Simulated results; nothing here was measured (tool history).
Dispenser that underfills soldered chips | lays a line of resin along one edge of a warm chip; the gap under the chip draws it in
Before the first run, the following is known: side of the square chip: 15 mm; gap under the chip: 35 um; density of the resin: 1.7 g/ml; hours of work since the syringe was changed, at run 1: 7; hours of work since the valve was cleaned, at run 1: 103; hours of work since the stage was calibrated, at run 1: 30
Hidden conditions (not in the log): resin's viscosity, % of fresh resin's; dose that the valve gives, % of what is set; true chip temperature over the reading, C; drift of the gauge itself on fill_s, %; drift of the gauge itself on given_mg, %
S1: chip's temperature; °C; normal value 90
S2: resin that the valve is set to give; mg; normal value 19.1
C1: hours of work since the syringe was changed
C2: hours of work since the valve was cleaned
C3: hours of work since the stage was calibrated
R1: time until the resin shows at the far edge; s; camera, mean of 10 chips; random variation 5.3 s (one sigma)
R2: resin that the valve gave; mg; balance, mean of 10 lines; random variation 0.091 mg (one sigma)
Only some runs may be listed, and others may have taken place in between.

run	hour	S1	S2	C1	C2	C3	R1	R2
1	0	90	19.1	7	103	30	757.6	17.7
# hour 4.1: new syringe of resin
2	4.4	90	17.3	0	106	34	568.5	15.88
3	8.8	89	19.1	4	110	37	670.8	17.59
4	11.6	90	19.1	6	112	39	724.5	17.77
5	16	90	19.1	9	115	43	857.4	17.71
# hour 16.6: new syringe of resin
# hour 18.5: dispensing valve cleaned and set on the balance
6	19.3	90	19.1	1	1	45	558.9	19
7	23.3	90	19.1	5	4	48	653.6	19.1
8	26.7	90	19.1	7	7	50	746.7	19.06
9	28.6	90	19.1	9	8	52	786.7	19.03
# hour 30.1: new syringe of resin
10	31.5	90	19.1	1	10	54	576.9	18.97
11	35	90	18	4	13	57	675.2	17.84
12	38.5	90	18	7	16	60	759.6	17.8
13	41.2	90	18	9	18	62	833.9	17.85
# hour 42.5: new syringe of resin
14	43.3	90	18	1	19	63	559.1	17.8
15	47.2	85	19.1	4	22	66	812.3	18.83
16	50.8	85	19.1	7	25	69	944.4	18.69
17	53.4	90	17.2	9	27	71	848.3	16.85
# hour 54.8: new syringe of resin
18	55.5	90	17.2	1	29	73	584.5	17.03
19	57.7	89	19.1	2	31	74	636.5	18.72
20	62.3	89	19.1	6	34	78	767.5	18.7
21	64.8	89	19.1	8	36	80	839.5	18.49
# hour 67: new syringe of resin
22	67	89	19.1	0	38	82	569.3	18.58
23	69.4	89	19.7	2	40	83	625.5	19.19
24	73.9	95	18	5	43	87	573.1	17.43
25	77.7	95	18	8	46	90	662.1	17.45
# hour 79.3: new syringe of resin
26	81.9	85	20.2	2	49	93	783.1	19.41
27	86.1	85	20.2	5	53	96	912.9	19.51
28	88.4	84	20.2	7	54	98	1023.8	19.45
# hour 91.7: new syringe of resin
29	91.7	84	20.2	0	57	101	730.7	19.42
30	96	84	20.2	3	60	104	857.3	19.37
31	98.1	84	20.2	5	62	106	917.7	19.24
32	100.9	91	16.5	7	64	108	785.4	15.83
# hour 104.2: new syringe of resin
33	104.9	91	16.5	1	67	111	574.6	15.7
34	109.2	91	16.5	4	70	114	659.8	15.7
35	111.1	97	18.2	5	72	116	524.2	17.23

Consider 5 possible next runs. They are alternatives, not a sequence: every one starts from the tool as it was left by run 35. What does each give?
A	113.4	97	19.3	7	74	118	?	?
B	113.4	94	18.2	7	74	118	?	?
C	113.4	84	16.6	7	74	118	?	?
D	113.4	102	24	7	74	118	?	?
E	113.4	89	19.6	7	74	118	?	?

run	R1	R2
A	553.5	18.4
B	663.3	17.31
C	1105.8	15.77
D	438.7	22.76
E	819	18.75
Take away the tool's hidden state, keep each run's random variation, and the runs would have read:
run	R1	R2
A	371	19.35
B	442.8	18.2
C	732.4	16.58
D	296.5	23.94
E	548.2	19.72
